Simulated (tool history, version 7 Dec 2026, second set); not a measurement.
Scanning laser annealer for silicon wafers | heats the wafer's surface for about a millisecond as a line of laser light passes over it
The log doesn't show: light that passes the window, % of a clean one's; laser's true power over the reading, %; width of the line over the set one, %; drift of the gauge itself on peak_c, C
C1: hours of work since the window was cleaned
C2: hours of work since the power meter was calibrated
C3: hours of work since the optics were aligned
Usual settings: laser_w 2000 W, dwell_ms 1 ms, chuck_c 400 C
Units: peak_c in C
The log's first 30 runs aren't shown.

{"run": 31, "hour": 2121.5, "laser_w": 1906, "dwell_ms": 0.96, "chuck_c": 374, "C1": 60, "C2": 2792, "C3": 479, "peak_c": 988}
{"run": 32, "hour": 2210.6, "laser_w": 1906, "dwell_ms": 0.96, "chuck_c": 374, "C1": 108, "C2": 2841, "C3": 528, "peak_c": 988}
{"run": 33, "hour": 2289.3, "laser_w": 2000, "dwell_ms": 0.94, "chuck_c": 400, "C1": 151, "C2": 2883, "C3": 571, "peak_c": 1037}
{"run": 34, "hour": 2330.8, "laser_w": 1732, "dwell_ms": 0.78, "chuck_c": 378, "C1": 174, "C2": 2906, "C3": 593, "peak_c": 866}
{"run": 35, "hour": 2408.5, "laser_w": 1867, "dwell_ms": 0.77, "chuck_c": 400, "C1": 216, "C2": 2948, "C3": 635, "peak_c": 934}
{"run": 36, "hour": 2458.4, "laser_w": 1867, "dwell_ms": 0.73, "chuck_c": 400, "C1": 243, "C2": 2975, "C3": 663, "peak_c": 922}
{"run": 37, "hour": 2547.3, "laser_w": 1867, "dwell_ms": 0.73, "chuck_c": 400, "C1": 291, "C2": 3024, "C3": 711, "peak_c": 918}
{"run": 38, "hour": 2600.7, "laser_w": 1893, "dwell_ms": 1, "chuck_c": 400, "C1": 320, "C2": 3053, "C3": 740, "peak_c": 1005}
{"hour": 2654.1, "done": "laser's power meter calibrated"}
{"run": 39, "hour": 2691.9, "laser_w": 2000, "dwell_ms": 0.84, "chuck_c": 400, "C1": 368, "C2": 21, "C3": 788, "peak_c": 1019}

4 ways to go on from here, each from the tool as it stands after run 39. What would each give?
{"run": "A", "hour": 2766.9, "laser_w": 2000, "dwell_ms": 0.78, "chuck_c": 427, "C1": 409, "C2": 61, "C3": 829, "peak_c": "?"}
{"run": "B", "hour": 2766.9, "laser_w": 2000, "dwell_ms": 1.07, "chuck_c": 400, "C1": 409, "C2": 61, "C3": 829, "peak_c": "?"}
{"run": "C", "hour": 2766.9, "laser_w": 1901, "dwell_ms": 1, "chuck_c": 435, "C1": 409, "C2": 61, "C3": 829, "peak_c": "?"}
{"run": "D", "hour": 2766.9, "laser_w": 2000, "dwell_ms": 1.04, "chuck_c": 388, "C1": 409, "C2": 61, "C3": 829, "peak_c": "?"}

run=A peak_c=1020
run=B peak_c=1084
run=C peak_c=1056
run=D peak_c=1066
Without the tool's hidden state the same runs would have given:
run=A peak_c=1058
run=B peak_c=1127
run=C peak_c=1095
run=D peak_c=1109
